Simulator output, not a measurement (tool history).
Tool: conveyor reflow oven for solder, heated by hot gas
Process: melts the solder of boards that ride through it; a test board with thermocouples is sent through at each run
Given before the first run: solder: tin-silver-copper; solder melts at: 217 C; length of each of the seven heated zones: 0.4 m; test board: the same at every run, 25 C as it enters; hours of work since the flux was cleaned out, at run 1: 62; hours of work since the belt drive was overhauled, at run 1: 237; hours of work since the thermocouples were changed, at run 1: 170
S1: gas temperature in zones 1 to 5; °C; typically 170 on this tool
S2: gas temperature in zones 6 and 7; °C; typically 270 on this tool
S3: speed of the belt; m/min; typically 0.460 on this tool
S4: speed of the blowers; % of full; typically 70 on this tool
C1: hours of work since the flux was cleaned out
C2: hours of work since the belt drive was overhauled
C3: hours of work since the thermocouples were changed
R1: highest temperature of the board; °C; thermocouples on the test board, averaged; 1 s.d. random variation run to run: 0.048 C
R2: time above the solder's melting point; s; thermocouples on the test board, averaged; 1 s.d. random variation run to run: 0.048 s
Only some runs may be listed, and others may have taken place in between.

run 1 hour=0.0 | S1=170 S2=270 S3=0.460 S4=70 | C1=62 C2=237 C3=170 | R1=257.34 R2=82.67
run 2 hour=9.0 | S1=170 S2=270 S3=0.460 S4=70 | C1=68 C2=243 C3=176 | R1=257.41 R2=82.65
run 3 hour=18.3 | S1=170 S2=270 S3=0.460 S4=70 | C1=74 C2=249 C3=182 | R1=257.37 R2=82.70
run 4 hour=30.2 | S1=170 S2=270 S3=0.460 S4=89 | C1=82 C2=257 C3=190 | R1=260.18 R2=85.94
run 5 hour=41.0 | S1=170 S2=270 S3=0.460 S4=89 | C1=89 C2=264 C3=197 | R1=260.26 R2=85.87
run 6 hour=52.9 | S1=170 S2=270 S3=0.460 S4=70 | C1=97 C2=272 C3=205 | R1=257.28 R2=82.64
run 7 hour=62.1 | S1=178 S2=270 S3=0.460 S4=70 | C1=103 C2=278 C3=211 | R1=258.49 R2=87.30
run 8 hour=70.2 | S1=185 S2=270 S3=0.460 S4=70 | C1=109 C2=284 C3=217 | R1=259.29 R2=91.58
run 9 hour=83.4 | S1=185 S2=270 S3=0.460 S4=70 | C1=118 C2=293 C3=226 | R1=259.34 R2=91.62
run 10 hour=96.4 | S1=170 S2=270 S3=0.460 S4=87 | C1=126 C2=301 C3=234 | R1=259.93 R2=85.60
run 11 hour=110.9 | S1=170 S2=270 S3=0.460 S4=79 | C1=136 C2=311 C3=244 | R1=258.83 R2=84.30
run 12 hour=118.1 | S1=170 S2=270 S3=0.460 S4=56 | C1=141 C2=316 C3=249 | R1=254.32 R2=79.08
run 13 hour=125.3 | S1=170 S2=270 S3=0.460 S4=70 | C1=146 C2=321 C3=254 | R1=257.25 R2=82.70
run 14 hour=132.7 | S1=170 S2=270 S3=0.460 S4=70 | C1=151 C2=326 C3=259 | R1=257.24 R2=82.67
run 15 hour=141.1 | S1=170 S2=284 S3=0.460 S4=70 | C1=156 C2=331 C3=264 | R1=270.26 R2=91.78
run 16 hour=155.3 | S1=168 S2=270 S3=0.460 S4=70 | C1=166 C2=341 C3=274 | R1=257.07 R2=81.62
run 17 hour=161.3 | S1=170 S2=271 S3=0.390 S4=70 | C1=170 C2=345 C3=278 | R1=262.39 R2=103.84
run 18 hour=174.9 | S1=176 S2=280 S3=0.538 S4=74 | C1=179 C2=354 C3=287 | R1=263.11 R2=75.97
run 19 hour=187.4 | S1=170 S2=270 S3=0.439 S4=70 | C1=187 C2=362 C3=295 | R1=258.59 R2=88.19
run 20 hour=199.9 | S1=174 S2=275 S3=0.439 S4=70 | C1=196 C2=371 C3=304 | R1=263.66 R2=93.94
run 21 hour=207.6 | S1=174 S2=262 S3=0.419 S4=70 | C1=201 C2=376 C3=309 | R1=252.65 R2=89.99
run 22 hour=220.4 | S1=159 S2=280 S3=0.447 S4=70 | C1=209 C2=384 C3=317 | R1=265.88 R2=87.56
run 23 hour=231.0 | S1=170 S2=270 S3=0.460 S4=75 | C1=217 C2=391 C3=324 | R1=258.00 R2=83.65
run 24 hour=237.2 | S1=173 S2=270 S3=0.385 S4=70 | C1=221 C2=396 C3=329 | R1=261.91 R2=106.51
run 25 hour=249.5 | S1=173 S2=270 S3=0.385 S4=70 | C1=229 C2=404 C3=337 | R1=261.95 R2=106.50
run 26 hour=262.6 | S1=181 S2=270 S3=0.385 S4=57 | C1=238 C2=413 C3=346 | R1=260.87 R2=109.36
run 27 hour=271.2 | S1=176 S2=270 S3=0.460 S4=54 | C1=243 C2=418 C3=351 | R1=254.77 R2=82.29
run 28 hour=282.4 | S1=170 S2=267 S3=0.460 S4=51 | C1=251 C2=426 C3=359 | R1=250.20 R2=74.66
run 29 hour=291.4 | S1=170 S2=267 S3=0.460 S4=51 | C1=257 C2=432 C3=365 | R1=250.23 R2=74.60
run 30 hour=299.5 | S1=162 S2=281 S3=0.460 S4=51 | C1=262 C2=437 C3=370 | R1=261.36 R2=81.54
run 31 hour=312.9 | S1=156 S2=271 S3=0.460 S4=70 | C1=271 C2=446 C3=379 | R1=256.15 R2=75.94

Below, some changes in R1 between adjacent runs. For each, the amount present without the hidden state too (settings, incoming material, random variation) and the amount remaining for the hidden state with gauge scatter not shared by both compared results:
Hidden state present: heat that the gas passes to the board, % of a clean oven's; belt's true speed, % of the reading; true gas temperature in zones 6 and 7 over the reading, C; drift of the gauge itself on peak_c, C; drift of the gauge itself on liquid_s, %.
Run 14 -> 15: S2 270 -> 284. R1 +13.02 °C: hidden state -0.04, all else +13.06.
Run 15 -> 16: S1 170 -> 168, S2 284 -> 270. R1 -13.19 °C: hidden state +0.01, all else -13.20.
Run 17 -> 18: S1 170 -> 176, S2 271 -> 280, S3 0.390 -> 0.538, S4 70 -> 74. R1 +0.72 °C: hidden state -0.26, all else +0.98.
Run 21 -> 22: S1 174 -> 159, S2 262 -> 280, S3 0.419 -> 0.447. R1 +13.23 °C: hidden state -0.21, all else +13.44.
Run 30 -> 31: S1 162 -> 156, S2 281 -> 271, S4 51 -> 70. R1 -5.21 °C: hidden state -0.19, all else -5.02.
